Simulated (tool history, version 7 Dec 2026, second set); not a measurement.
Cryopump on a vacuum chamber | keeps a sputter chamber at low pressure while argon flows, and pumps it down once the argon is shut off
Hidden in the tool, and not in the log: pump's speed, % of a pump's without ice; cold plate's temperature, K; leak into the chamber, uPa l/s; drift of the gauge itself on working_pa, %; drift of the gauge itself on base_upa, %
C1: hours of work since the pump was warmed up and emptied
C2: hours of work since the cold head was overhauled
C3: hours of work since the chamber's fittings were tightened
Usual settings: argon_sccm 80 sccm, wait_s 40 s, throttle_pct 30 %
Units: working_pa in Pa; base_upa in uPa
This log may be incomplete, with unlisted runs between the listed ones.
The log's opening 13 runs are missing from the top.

run 14 hour=151.5 | argon_sccm=80 wait_s=40 throttle_pct=42 | C1=182 C2=182 C3=1215 | working_pa=0.1913 base_upa=2.18
run 15 hour=166.4 | argon_sccm=48 wait_s=40 throttle_pct=30 | C1=194 C2=194 C3=1227 | working_pa=0.1609 base_upa=2.29
run 16 hour=183.2 | argon_sccm=40 wait_s=147 throttle_pct=22 | C1=207 C2=207 C3=1239 | working_pa=0.1794 base_upa=1.18
run 17 hour=192.3 | argon_sccm=40 wait_s=147 throttle_pct=22 | C1=214 C2=214 C3=1247 | working_pa=0.1784 base_upa=1.15
run 18 hour=201.3 | argon_sccm=40 wait_s=147 throttle_pct=22 | C1=221 C2=221 C3=1253 | working_pa=0.1800 base_upa=1.23
run 19 hour=219.1 | argon_sccm=73 wait_s=94 throttle_pct=46 | C1=234 C2=234 C3=1267 | working_pa=0.1626 base_upa=1.42
run 20 hour=237.2 | argon_sccm=118 wait_s=40 throttle_pct=55 | C1=248 C2=248 C3=1281 | working_pa=0.2243 base_upa=2.28
run 21 hour=255.1 | argon_sccm=118 wait_s=223 throttle_pct=55 | C1=262 C2=262 C3=1295 | working_pa=0.2238 base_upa=1.08
run 22 hour=269.7 | argon_sccm=120 wait_s=33 throttle_pct=15 | C1=273 C2=273 C3=1306 | working_pa=0.7849 base_upa=2.62
run 23 hour=281.6 | argon_sccm=120 wait_s=33 throttle_pct=15 | C1=282 C2=282 C3=1315 | working_pa=0.7918 base_upa=2.74
run 24 hour=297.7 | argon_sccm=120 wait_s=33 throttle_pct=15 | C1=295 C2=295 C3=1328 | working_pa=0.7873 base_upa=2.60
run 25 hour=306.5 | argon_sccm=72 wait_s=28 throttle_pct=30 | C1=302 C2=302 C3=1334 | working_pa=0.2435 base_upa=2.97
run 26 hour=314.2 | argon_sccm=72 wait_s=28 throttle_pct=30 | C1=308 C2=308 C3=1340 | working_pa=0.2445 base_upa=3.01
run 27 hour=331.7 | argon_sccm=40 wait_s=40 throttle_pct=28 | C1=321 C2=321 C3=1354 | working_pa=0.1440 base_upa=2.37
run 28 hour=344.9 | argon_sccm=47 wait_s=40 throttle_pct=56 | C1=331 C2=331 C3=1364 | working_pa=0.0910 base_upa=2.42
run 29 hour=357.9 | argon_sccm=47 wait_s=40 throttle_pct=56 | C1=341 C2=341 C3=1374 | working_pa=0.0912 base_upa=2.36
run 30 hour=366.8 | argon_sccm=136 wait_s=140 throttle_pct=28 | C1=348 C2=348 C3=1381 | working_pa=0.4982 base_upa=1.31

4 ways to go on from here, each from the tool as it stands after run 30. What would each give?
run A hour=375.2 | argon_sccm=82 wait_s=279 throttle_pct=44 | C1=354 C2=354 C3=1387 | working_pa=? base_upa=?
run B hour=375.2 | argon_sccm=43 wait_s=203 throttle_pct=36 | C1=354 C2=354 C3=1387 | working_pa=? base_upa=?
run C hour=375.2 | argon_sccm=42 wait_s=140 throttle_pct=28 | C1=354 C2=354 C3=1387 | working_pa=? base_upa=?
run D hour=375.2 | argon_sccm=80 wait_s=44 throttle_pct=30 | C1=354 C2=354 C3=1387 | working_pa=? base_upa=?

run=A working_pa=0.1980 base_upa=1.18
run=B working_pa=0.1233 base_upa=1.19
run=C working_pa=0.1540 base_upa=1.31
run=D working_pa=0.2741 base_upa=2.28
Stripped of hidden state, with their random variation kept, the same runs would have yielded:
run=A working_pa=0.1798 base_upa=0.43
run=B working_pa=0.1139 base_upa=0.44
run=C working_pa=0.1447 base_upa=0.58
run=D working_pa=0.2564 base_upa=1.53

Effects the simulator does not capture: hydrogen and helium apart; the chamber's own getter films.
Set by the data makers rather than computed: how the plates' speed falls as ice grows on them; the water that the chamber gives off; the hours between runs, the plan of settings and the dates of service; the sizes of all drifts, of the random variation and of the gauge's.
